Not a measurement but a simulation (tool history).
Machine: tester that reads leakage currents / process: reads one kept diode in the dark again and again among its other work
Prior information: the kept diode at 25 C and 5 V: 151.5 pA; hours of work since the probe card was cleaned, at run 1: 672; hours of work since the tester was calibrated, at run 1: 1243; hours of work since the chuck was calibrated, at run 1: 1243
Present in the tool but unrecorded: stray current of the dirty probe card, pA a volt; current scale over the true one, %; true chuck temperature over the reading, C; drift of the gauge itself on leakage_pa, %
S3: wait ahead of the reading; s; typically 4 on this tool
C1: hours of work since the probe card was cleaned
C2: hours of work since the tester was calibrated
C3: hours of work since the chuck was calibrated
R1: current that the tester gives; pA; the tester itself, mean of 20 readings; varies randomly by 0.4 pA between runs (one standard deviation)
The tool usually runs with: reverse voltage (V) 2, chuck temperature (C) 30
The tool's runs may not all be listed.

run 1 hour=0 | reverse_voltage_(V)=2 chuck_temperature_(C)=30 S3=4 | C1=672 C2=1243 C3=1243 | R1=120
-- hour=64.9 chuck's temperature calibrated
run 2 hour=185.4 | reverse_voltage_(V)=2 chuck_temperature_(C)=30 S3=4 | C1=815 C2=1386 C3=94 | R1=135.52
run 3 hour=332.9 | reverse_voltage_(V)=2 chuck_temperature_(C)=30 S3=4 | C1=931 C2=1502 C3=210 | R1=134.22
run 4 hour=524.9 | reverse_voltage_(V)=3.21 chuck_temperature_(C)=30 S3=4 | C1=1081 C2=1652 C3=360 | R1=175.22
run 5 hour=768.3 | reverse_voltage_(V)=3.21 chuck_temperature_(C)=30 S3=0.45 | C1=1271 C2=1842 C3=550 | R1=173.49
run 6 hour=924.3 | reverse_voltage_(V)=3.21 chuck_temperature_(C)=30 S3=0.45 | C1=1393 C2=1965 C3=673 | R1=171.34
run 7 hour=1100.9 | reverse_voltage_(V)=2 chuck_temperature_(C)=23 S3=4 | C1=1532 C2=2103 C3=811 | R1=74.25
-- hour=1124.2 probe card cleaned and baked
run 8 hour=1219.5 | reverse_voltage_(V)=2 chuck_temperature_(C)=23 S3=4 | C1=75 C2=2193 C3=901 | R1=70.31
-- hour=1372 tester calibrated
run 9 hour=1501.3 | reverse_voltage_(V)=2 chuck_temperature_(C)=30 S3=4 | C1=294 C2=101 C3=1120 | R1=119.43
run 10 hour=1663.7 | reverse_voltage_(V)=2 chuck_temperature_(C)=30 S3=4 | C1=421 C2=228 C3=1247 | R1=117.92
-- hour=1698.7 chuck's temperature calibrated
run 11 hour=1799.9 | reverse_voltage_(V)=2 chuck_temperature_(C)=30 S3=4 | C1=526 C2=333 C3=79 | R1=134.43
run 12 hour=2071.4 | reverse_voltage_(V)=2 chuck_temperature_(C)=30 S3=4 | C1=738 C2=546 C3=292 | R1=132.6
run 13 hour=2259.7 | reverse_voltage_(V)=2 chuck_temperature_(C)=30 S3=4 | C1=886 C2=693 C3=439 | R1=131.02
run 14 hour=2440.9 | reverse_voltage_(V)=2 chuck_temperature_(C)=46 S3=4.99 | C1=1027 C2=835 C3=581 | R1=420.4
run 15 hour=2682.6 | reverse_voltage_(V)=2 chuck_temperature_(C)=39 S3=5.97 | C1=1216 C2=1024 C3=770 | R1=250.72
run 16 hour=2895.6 | reverse_voltage_(V)=9.84 chuck_temperature_(C)=24 S3=0.42 | C1=1383 C2=1191 C3=937 | R1=207.05
-- hour=3105.4 probe card cleaned and baked
run 17 hour=3148.5 | reverse_voltage_(V)=2 chuck_temperature_(C)=25 S3=4 | C1=34 C2=1386 C3=1132 | R1=81.29
-- hour=3336.2 chuck's temperature calibrated
run 18 hour=3414.1 | reverse_voltage_(V)=2 chuck_temperature_(C)=25 S3=4 | C1=240 C2=1593 C3=61 | R1=91.84
run 19 hour=3672.9 | reverse_voltage_(V)=15.51 chuck_temperature_(C)=44 S3=0.54 | C1=443 C2=1795 C3=263 | R1=1227.01
run 20 hour=3799.3 | reverse_voltage_(V)=3.69 chuck_temperature_(C)=27 S3=0.54 | C1=541 C2=1894 C3=362 | R1=150.54
run 21 hour=4082.1 | reverse_voltage_(V)=3.69 chuck_temperature_(C)=27 S3=0.54 | C1=763 C2=2115 C3=584 | R1=147.88
-- hour=4332.7 tester calibrated
run 22 hour=4332.7 | reverse_voltage_(V)=16.85 chuck_temperature_(C)=35 S3=8.07 | C1=957 C2=0 C3=778 | R1=641.54

Below are 5 alternative next runs, each starting from the tool's condition after run 22. Predict each:
run A hour=4605.4 | reverse_voltage_(V)=19 chuck_temperature_(C)=35 S3=0.66 | C1=1171 C2=213 C3=992 | R1=?
run B hour=4605.4 | reverse_voltage_(V)=7.24 chuck_temperature_(C)=35 S3=8.07 | C1=1171 C2=213 C3=992 | R1=?
run C hour=4605.4 | reverse_voltage_(V)=9.94 chuck_temperature_(C)=28 S3=0.32 | C1=1171 C2=213 C3=992 | R1=?
run D hour=4605.4 | reverse_voltage_(V)=2 chuck_temperature_(C)=38 S3=1.33 | C1=1171 C2=213 C3=992 | R1=?
run E hour=4605.4 | reverse_voltage_(V)=8.97 chuck_temperature_(C)=35 S3=8.07 | C1=1171 C2=213 C3=992 | R1=?

run=A R1=679.17
run=B R1=383.97
run=C R1=276.97
run=D R1=228.47
run=E R1=437.75
The same runs, with their run-to-run variation unchanged, on a tool lacking any hidden condition would have given:
run=A R1=709.59
run=B R1=406.59
run=C R1=287.08
run=D R1=244.99
run=E R1=462.38

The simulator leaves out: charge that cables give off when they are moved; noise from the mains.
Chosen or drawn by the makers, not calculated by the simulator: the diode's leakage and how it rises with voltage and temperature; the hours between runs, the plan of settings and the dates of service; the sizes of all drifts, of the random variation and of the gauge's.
